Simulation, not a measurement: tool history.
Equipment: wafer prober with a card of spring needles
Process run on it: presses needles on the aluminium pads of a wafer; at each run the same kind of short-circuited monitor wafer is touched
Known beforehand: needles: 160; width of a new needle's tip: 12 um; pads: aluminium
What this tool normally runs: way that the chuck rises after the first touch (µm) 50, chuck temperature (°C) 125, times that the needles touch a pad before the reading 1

run   hour  way that the chuck rises after the first touch (µm)  chuck temperature (°C)  times that the needles touch a pad before the reading  resistance of one needle with its contact and lead (mohm)  way that a needle slides on the pad (µm)
  1      0                                                   50                     125                                                      1                                                        263                                      6.86
       3.5  -- tips cleaned on abrasive film
       8.2  -- tips cleaned on abrasive film
      13.6  -- tips cleaned on abrasive film
  2   13.9                                                   50                     125                                                      1                                                        254                                      6.76
      18.3  -- tips cleaned on abrasive film
      23.6  -- tips cleaned on abrasive film
      29.3  -- tips cleaned on abrasive film
  3   29.5                                                   50                     125                                                      1                                                        242                                      6.66
      34.7  -- tips cleaned on abrasive film
  4   38.9                                                   50                     125                                                      1                                                        345                                      6.64
      40.1  -- tips cleaned on abrasive film
      45.9  -- tips cleaned on abrasive film
      51.7  -- tips cleaned on abrasive film
      56.7  -- tips cleaned on abrasive film
  5   58.2                                                   68                     125                                                      1                                                        256                                      9.08
      61.5  -- tips cleaned on abrasive film
      67.1  -- tips cleaned on abrasive film
  6   69.1                                                   68                     125                                                      1                                                        256                                      9.14
      72.5  -- tips cleaned on abrasive film
      78.1  -- tips cleaned on abrasive film
  7   78.1                                                   68                     125                                                      1                                                        230                                      9.09
      83.8  -- tips cleaned on abrasive film
      89.6  -- tips cleaned on abrasive film
  8     93                                                   68                     125                                                      1                                                        278                                      9.02
      94.2  -- tips cleaned on abrasive film, once more
      99.9  -- tips cleaned on abrasive film
     105.6  -- tips cleaned on abrasive film
  9  109.2                                                   68                     125                                                      1                                                        285                                      8.96
     110.5  -- tips cleaned on abrasive film
     110.8  -- height of the first contact set anew
     116.5  -- tips cleaned on abrasive film
     122.1  -- tips cleaned on abrasive film
 10  122.9                                                   68                     125                                                      1                                                        243                                      9.39
     127.3  -- tips cleaned on abrasive film
     132.9  -- tips cleaned on abrasive film
 11  134.7                                                   50                     125                                                      1                                                        288                                      6.86
     137.9  -- tips cleaned on abrasive film
     142.5  -- tips cleaned on abrasive film
 12  143.9                                                   35                      93                                                      2                                                        296                                      4.78
     147.4  -- tips cleaned on abrasive film
     152.9  -- tips cleaned on abrasive film
 13  156.5                                                   52                      42                                                      1                                                        309                                       7.1
     157.8  -- tips cleaned on abrasive film
     163.5  -- tips cleaned on abrasive film
       169  -- tips cleaned on abrasive film
 14  172.3                                                   61                      53                                                      2                                                        252                                       8.3
     174.6  -- tips cleaned on abrasive film
       180  -- tips cleaned on abrasive film
     185.6  -- tips cleaned on abrasive film
 15    189                                                   53                      27                                                      1                                                        330                                      7.15
     191.4  -- tips cleaned on abrasive film
       197  -- tips cleaned on abrasive film
     202.8  -- tips cleaned on abrasive film
 16  205.8                                                   55                      31                                                      1                                                        301                                       7.4
     208.2  -- tips cleaned on abrasive film
     213.7  -- tips cleaned on abrasive film
     219.2  -- tips cleaned on abrasive film
 17  221.4                                                   55                      31                                                      1                                                        286                                      7.33
     224.9  -- tips cleaned on abrasive film
     230.5  -- tips cleaned on abrasive film
 18  230.5                                                   30                     120                                                      2                                                        284                                       3.8
     236.2  -- tips cleaned on abrasive film
       242  -- tips cleaned on abrasive film
     247.3  -- tips cleaned on abrasive film
 19  249.3                                                   33                      33                                                      2                                                        381                                      4.19

Forecast run 20:
     252.8  -- tips cleaned on abrasive film
     257.4  -- tips cleaned on abrasive film
     263.2  -- tips cleaned on abrasive film
     268.7  -- tips cleaned on abrasive film
 20  271.1                                                   33                      33                                                      2                                                          ?                                         ?

Run 20 gave resistance of one needle with its contact and lead (mohm) 398, way that a needle slides on the pad (µm) 4.13.
With no hidden state in the tool, this same run would have given resistance of one needle with its contact and lead (mohm) 210, way that a needle slides on the pad (µm) 4.59.
